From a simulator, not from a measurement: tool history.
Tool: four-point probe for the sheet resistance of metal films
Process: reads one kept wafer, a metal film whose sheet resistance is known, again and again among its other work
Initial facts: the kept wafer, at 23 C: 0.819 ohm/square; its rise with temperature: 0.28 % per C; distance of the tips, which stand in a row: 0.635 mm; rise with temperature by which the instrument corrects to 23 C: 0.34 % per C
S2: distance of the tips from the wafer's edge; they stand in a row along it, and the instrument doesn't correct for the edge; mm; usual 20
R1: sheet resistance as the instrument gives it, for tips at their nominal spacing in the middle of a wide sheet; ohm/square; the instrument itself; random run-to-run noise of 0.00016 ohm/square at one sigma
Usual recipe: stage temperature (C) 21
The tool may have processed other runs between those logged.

Run 1, day 0: usual settings. Result: R1 0.818572 ohm/square.
Run 2, day 1.767: usual settings. Result: R1 0.818514 ohm/square.
Run 3, day 3.488: usual settings. Result: R1 0.818987 ohm/square.
Run 4, day 5.742: usual settings but S2 7 mm. Result: R1 0.822001 ohm/square.
Run 5, day 7.171: usual settings but stage temperature (C) 19. Result: R1 0.81983 ohm/square.
Run 6, day 8.254: usual settings. Result: R1 0.818757 ohm/square.
Run 7, day 9.658: usual settings. Result: R1 0.819071 ohm/square.
Run 8, day 10.783: usual settings. Result: R1 0.818799 ohm/square.
Run 9, day 13.1: usual settings but S2 6 mm. Result: R1 0.823496 ohm/square.
Run 10, day 14.562: usual settings but S2 6 mm. Result: R1 0.823933 ohm/square.
Run 11, day 16.838: usual settings. Result: R1 0.819281 ohm/square.
Run 12, day 18.45: usual settings. Result: R1 0.819122 ohm/square.
Run 13, day 20.092: usual settings but stage temperature (C) 19. Result: R1 0.820166 ohm/square.
Run 14, day 22.25: usual settings but stage temperature (C) 29. Result: R1 0.815649 ohm/square.
Run 15, day 24.458: usual settings. Result: R1 0.819434 ohm/square.
Run 16, day 25.754: usual settings but stage temperature (C) 28. Result: R1 0.815993 ohm/square.
Run 17, day 27.896: usual settings but stage temperature (C) 28, S2 49 mm. Result: R1 0.815797 ohm/square.
Run 18, day 29.825: usual settings but S2 8 mm. Result: R1 0.821966 ohm/square.
Run 19, day 31.65: usual settings but S2 9 mm. Result: R1 0.821472 ohm/square.
Run 20, day 32.783: usual settings but S2 9 mm. Result: R1 0.821139 ohm/square.
Run 21, day 35.029: usual settings but stage temperature (C) 32. Result: R1 0.814569 ohm/square.
Run 22, day 37.062: usual settings but stage temperature (C) 32. Result: R1 0.814372 ohm/square.
Run 23, day 38.521: usual settings but stage temperature (C) 25, S2 5 mm. Result: R1 0.824461 ohm/square.
Run 24, day 40.512: usual settings but stage temperature (C) 26, S2 4 mm. Result: R1 0.828045 ohm/square.
Run 25, day 42.054: usual settings but stage temperature (C) 23, S2 24 mm. Result: R1 0.818733 ohm/square.
Run 26, day 43.692: usual settings but stage temperature (C) 23, S2 24 mm. Result: R1 0.818825 ohm/square.
Run 27, day 46.112: usual settings but stage temperature (C) 24, S2 14 mm. Result: R1 0.818976 ohm/square.
At day 46.258: stage's thermometer calibrated.
Run 28, day 47.679: usual settings but stage temperature (C) 32, S2 5 mm. Result: R1 0.821875 ohm/square.
Run 29, day 50.05: usual settings but S2 65 mm. Result: R1 0.820245 ohm/square.
Run 30, day 52.292: usual settings but stage temperature (C) 24, S2 14 mm. Result: R1 0.819727 ohm/square.
Run 31, day 54.021: usual settings but stage temperature (C) 32, S2 9 mm. Result: R1 0.817384 ohm/square.
Run 32, day 56.229: usual settings but stage temperature (C) 32, S2 9 mm. Result: R1 0.817243 ohm/square.
Run 33, day 57.404: usual settings but stage temperature (C) 22, S2 23 mm. Result: R1 0.820522 ohm/square.
Run 34, day 59.012: usual settings but S2 46 mm. Result: R1 0.820913 ohm/square.
At day 60.292: stage's thermometer calibrated, once more.
Run 35, day 60.7: usual settings but stage temperature (C) 20, S2 3 mm. Result: R1 0.838146 ohm/square.
Run 36, day 62.125: usual settings but stage temperature (C) 19, S2 49 mm. Result: R1 0.819125 ohm/square.
Run 37, day 64.108: usual settings but stage temperature (C) 25, S2 21 mm. Result: R1 0.816906 ohm/square.
Run 38, day 66.029: usual settings but stage temperature (C) 25, S2 21 mm. Result: R1 0.817078 ohm/square.
Run 39, day 67.821: usual settings but stage temperature (C) 31, S2 6 mm. Result: R1 0.81836 ohm/square.
Run 40, day 70.225: usual settings but stage temperature (C) 31, S2 6 mm. Result: R1 0.818364 ohm/square.
Run 41, day 71.879: usual settings but stage temperature (C) 31, S2 6 mm. Result: R1 0.818904 ohm/square.
Run 42, day 73.438: usual settings but stage temperature (C) 25, S2 41 mm. Result: R1 0.816794 ohm/square.
Run 43, day 74.662: usual settings but stage temperature (C) 34, S2 5 mm. Result: R1 0.819239 ohm/square.
Run 44, day 76.321: usual settings but stage temperature (C) 34, S2 5 mm. Result: R1 0.819531 ohm/square.

Branching from run 44: 5 alternative next runs. What would each branch give?
Run A, day 77.808: usual settings but stage temperature (C) 25, S2 47 mm. Result: R1 ?.
Run B, day 77.808: usual settings but stage temperature (C) 23, S2 66 mm. Result: R1 ?.
Run C, day 77.808: usual settings but stage temperature (C) 23, S2 5 mm. Result: R1 ?.
Run D, day 77.808: usual settings but stage temperature (C) 22. Result: R1 ?.
Run E, day 77.808: usual settings but stage temperature (C) 29, S2 38 mm. Result: R1 ?.

run        R1
  A  0.817051
  B  0.818022
  C  0.824396
  D  0.818436
  E  0.814869
Without the tool's unlogged condition, the same runs would have read:
run        R1
  A  0.818271
  B  0.819242
  C  0.825624
  D  0.819656
  E  0.816089

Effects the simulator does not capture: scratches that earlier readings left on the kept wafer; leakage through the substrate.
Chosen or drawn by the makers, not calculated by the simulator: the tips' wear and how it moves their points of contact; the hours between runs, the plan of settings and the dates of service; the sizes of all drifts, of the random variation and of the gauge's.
